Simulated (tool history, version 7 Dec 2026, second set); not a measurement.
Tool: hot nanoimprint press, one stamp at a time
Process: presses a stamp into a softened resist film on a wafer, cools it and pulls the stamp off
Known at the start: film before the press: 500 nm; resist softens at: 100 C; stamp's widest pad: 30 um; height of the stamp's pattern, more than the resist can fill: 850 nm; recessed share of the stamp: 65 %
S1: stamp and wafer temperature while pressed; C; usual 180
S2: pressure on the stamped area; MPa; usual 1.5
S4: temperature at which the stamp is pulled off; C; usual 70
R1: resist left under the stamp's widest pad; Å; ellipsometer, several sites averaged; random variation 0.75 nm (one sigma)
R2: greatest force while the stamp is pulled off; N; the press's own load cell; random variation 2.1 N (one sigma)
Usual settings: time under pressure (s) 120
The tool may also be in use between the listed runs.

{"run": 1, "hour": 0.0, "S1": 180, "S2": 1.5, "time under pressure (s)": 120, "S4": 70, "R1": 2827, "R2": 121}
{"run": 2, "hour": 9.7, "S1": 180, "S2": 1.5, "time under pressure (s)": 120, "S4": 70, "R1": 2827, "R2": 123}
{"run": 3, "hour": 17.8, "S1": 184, "S2": 1.5, "time under pressure (s)": 120, "S4": 70, "R1": 2510, "R2": 121}
{"run": 4, "hour": 28.8, "S1": 184, "S2": 1.5, "time under pressure (s)": 120, "S4": 70, "R1": 2523, "R2": 120}
{"run": 5, "hour": 35.3, "S1": 180, "S2": 1.5, "time under pressure (s)": 64, "S4": 70, "R1": 3425, "R2": 121}
{"run": 6, "hour": 50.4, "S1": 180, "S2": 1.5, "time under pressure (s)": 64, "S4": 70, "R1": 3395, "R2": 123}
{"run": 7, "hour": 62.0, "S1": 180, "S2": 1.5, "time under pressure (s)": 64, "S4": 70, "R1": 3434, "R2": 122}
{"run": 8, "hour": 72.4, "S1": 180, "S2": 1.5, "time under pressure (s)": 64, "S4": 70, "R1": 3438, "R2": 126}
{"run": 9, "hour": 83.8, "S1": 180, "S2": 1.5, "time under pressure (s)": 64, "S4": 70, "R1": 3433, "R2": 122}
{"run": 10, "hour": 90.7, "S1": 180, "S2": 1.5, "time under pressure (s)": 64, "S4": 70, "R1": 3435, "R2": 124}
{"run": 11, "hour": 105.0, "S1": 180, "S2": 1.5, "time under pressure (s)": 120, "S4": 70, "R1": 2838, "R2": 123}
{"run": 12, "hour": 118.0, "S1": 180, "S2": 1.5, "time under pressure (s)": 120, "S4": 70, "R1": 2834, "R2": 124}
{"run": 13, "hour": 130.9, "S1": 180, "S2": 1.5, "time under pressure (s)": 120, "S4": 70, "R1": 2838, "R2": 124}
{"run": 14, "hour": 145.9, "S1": 180, "S2": 1.5, "time under pressure (s)": 120, "S4": 70, "R1": 2849, "R2": 127}
{"run": 15, "hour": 157.0, "S1": 180, "S2": 1.5, "time under pressure (s)": 120, "S4": 70, "R1": 2852, "R2": 130}
{"run": 16, "hour": 172.5, "S1": 180, "S2": 1.5, "time under pressure (s)": 120, "S4": 70, "R1": 2852, "R2": 126}
{"run": 17, "hour": 187.0, "S1": 180, "S2": 1.5, "time under pressure (s)": 120, "S4": 70, "R1": 2860, "R2": 130}
{"run": 18, "hour": 198.2, "S1": 180, "S2": 1.5, "time under pressure (s)": 120, "S4": 70, "R1": 2843, "R2": 134}
{"run": 19, "hour": 211.6, "S1": 180, "S2": 1.94, "time under pressure (s)": 120, "S4": 70, "R1": 2602, "R2": 136}
{"run": 20, "hour": 224.2, "S1": 180, "S2": 1.94, "time under pressure (s)": 120, "S4": 70, "R1": 2600, "R2": 130}
{"run": 21, "hour": 234.7, "S1": 180, "S2": 1.94, "time under pressure (s)": 120, "S4": 70, "R1": 2611, "R2": 136}
{"run": 22, "hour": 241.7, "S1": 180, "S2": 1.5, "time under pressure (s)": 146, "S4": 77, "R1": 2666, "R2": 124}
{"run": 23, "hour": 251.2, "S1": 177, "S2": 1.87, "time under pressure (s)": 120, "S4": 70, "R1": 2899, "R2": 130}
{"run": 24, "hour": 264.7, "S1": 177, "S2": 1.87, "time under pressure (s)": 120, "S4": 70, "R1": 2893, "R2": 139}
{"run": 25, "hour": 276.7, "S1": 180, "S2": 1.55, "time under pressure (s)": 120, "S4": 63, "R1": 2823, "R2": 142}
{"run": 26, "hour": 283.7, "S1": 180, "S2": 1.55, "time under pressure (s)": 120, "S4": 63, "R1": 2821, "R2": 140}
{"run": 27, "hour": 295.0, "S1": 190, "S2": 1.17, "time under pressure (s)": 84, "S4": 76, "R1": 2683, "R2": 132}
{"run": 28, "hour": 308.5, "S1": 180, "S2": 1.5, "time under pressure (s)": 120, "S4": 61, "R1": 2865, "R2": 147}
{"run": 29, "hour": 316.4, "S1": 186, "S2": 0.99, "time under pressure (s)": 71, "S4": 74, "R1": 3308, "R2": 133}

5 ways to go on from here, each from the tool as it stands after run 29. What would each give?
{"run": "A", "hour": 326.1, "S1": 183, "S2": 2.15, "time under pressure (s)": 120, "S4": 69, "R1": "?", "R2": "?"}
{"run": "B", "hour": 326.1, "S1": 178, "S2": 0.94, "time under pressure (s)": 120, "S4": 59, "R1": "?", "R2": "?"}
{"run": "C", "hour": 326.1, "S1": 180, "S2": 1.2, "time under pressure (s)": 120, "S4": 70, "R1": "?", "R2": "?"}
{"run": "D", "hour": 326.1, "S1": 174, "S2": 1.72, "time under pressure (s)": 71, "S4": 67, "R1": "?", "R2": "?"}
{"run": "E", "hour": 326.1, "S1": 191, "S2": 1.94, "time under pressure (s)": 62, "S4": 70, "R1": "?", "R2": "?"}

run=A R1=2295 R2=142
run=B R1=3490 R2=148
run=C R1=3091 R2=134
run=D R1=3713 R2=144
run=E R1=2419 R2=133
Without the tool's hidden state the same runs would have given:
run=A R1=2201 R2=93
run=B R1=3404 R2=97
run=C R1=2999 R2=88
run=D R1=3619 R2=95
run=E R1=2332 R2=87
